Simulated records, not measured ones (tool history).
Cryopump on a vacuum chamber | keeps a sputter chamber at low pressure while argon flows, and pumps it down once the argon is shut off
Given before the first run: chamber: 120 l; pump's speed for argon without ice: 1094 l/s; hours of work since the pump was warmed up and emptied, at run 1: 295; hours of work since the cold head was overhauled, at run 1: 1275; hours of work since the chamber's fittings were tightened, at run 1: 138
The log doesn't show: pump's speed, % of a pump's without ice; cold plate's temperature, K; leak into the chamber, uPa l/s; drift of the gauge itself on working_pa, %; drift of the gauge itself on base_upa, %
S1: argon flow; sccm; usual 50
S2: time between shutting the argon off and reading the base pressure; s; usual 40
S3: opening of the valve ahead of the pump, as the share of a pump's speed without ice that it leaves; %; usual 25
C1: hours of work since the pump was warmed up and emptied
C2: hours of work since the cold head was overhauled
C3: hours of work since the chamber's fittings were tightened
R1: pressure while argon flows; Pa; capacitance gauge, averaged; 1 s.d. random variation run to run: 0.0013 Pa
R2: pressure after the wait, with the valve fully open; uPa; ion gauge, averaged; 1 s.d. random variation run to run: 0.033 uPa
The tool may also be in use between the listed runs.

run,hour,S1,S2,S3,C1,C2,C3,R1,R2
1,0.0,50,40,25,295,1275,138,0.3147,1.98
2,40.9,50,40,20,325,1304,168,0.3948,2.01
3,127.5,50,40,46,387,1367,230,0.1763,2.00
4,189.5,50,40,25,432,1412,275,0.3181,2.11
5,250.1,50,40,25,476,1456,319,0.3212,2.09
6,316.0,50,40,25,524,1503,367,0.3197,2.14
7,390.3,50,118,25,577,1557,420,0.3230,1.21
8,438.8,50,118,25,612,1592,455,0.3220,1.18
9,490.1,50,118,25,649,1629,492,0.3237,1.27
10,580.2,50,118,25,715,1694,558,0.3271,1.30
11,665.8,50,118,25,777,1756,620,0.3282,1.32
12,727.0,50,118,25,821,1801,664,0.3280,1.38
13,812.5,50,118,25,883,1862,726,0.3298,1.42
# hour 856.3: pump warmed up, emptied and cooled again
14,883.6,50,40,30,20,1910,773,0.2609,2.24
15,960.9,50,40,30,76,1966,829,0.2595,2.29
16,1029.6,50,40,25,125,2016,879,0.3116,2.32
17,1104.0,50,57,25,179,2070,933,0.3133,1.97
18,1188.7,48,33,18,240,2131,994,0.4164,2.81
19,1286.0,90,23,22,311,2201,1064,0.6485,3.54
20,1373.7,30,42,57,374,2265,1128,0.0882,2.44
21,1432.6,23,62,42,417,2307,1170,0.0883,2.03
22,1507.1,87,40,55,471,2361,1224,0.2645,2.64
23,1558.9,87,40,55,508,2399,1262,0.2660,2.61
24,1629.5,86,255,25,559,2450,1313,0.5524,1.38
25,1721.4,20,43,47,626,2516,1379,0.0725,2.61
26,1798.8,50,49,29,682,2572,1435,0.2846,2.55
27,1850.2,25,134,17,719,2609,1472,0.2351,1.74
28,1905.0,86,131,17,758,2649,1512,0.8159,1.81
29,1960.0,86,72,31,798,2689,1552,0.4599,2.18
30,2004.2,54,166,31,830,2721,1584,0.2918,1.74
31,2102.1,54,166,31,901,2791,1655,0.2931,1.86
# hour 2122.9: pump warmed up, emptied and cooled again
32,2197.0,42,161,31,54,2856,1720,0.2100,1.57
33,2262.1,42,204,31,101,2903,1767,0.2104,1.51

Forecast each of these 4 alternatives for the next run:
A,2316.8,83,162,23,140,2943,1806,?,?
B,2316.8,50,272,44,140,2943,1806,?,?
C,2316.8,64,23,35,140,2943,1806,?,?
D,2316.8,83,38,24,140,2943,1806,?,?

run,R1,R2
A,0.5602,1.66
B,0.1813,1.53
C,0.2870,3.88
D,0.5403,2.79
What these runs would have given with no unlogged condition in the tool:
run,R1,R2
A,0.5530,0.65
B,0.1769,0.52
C,0.2814,2.87
D,0.5331,1.80
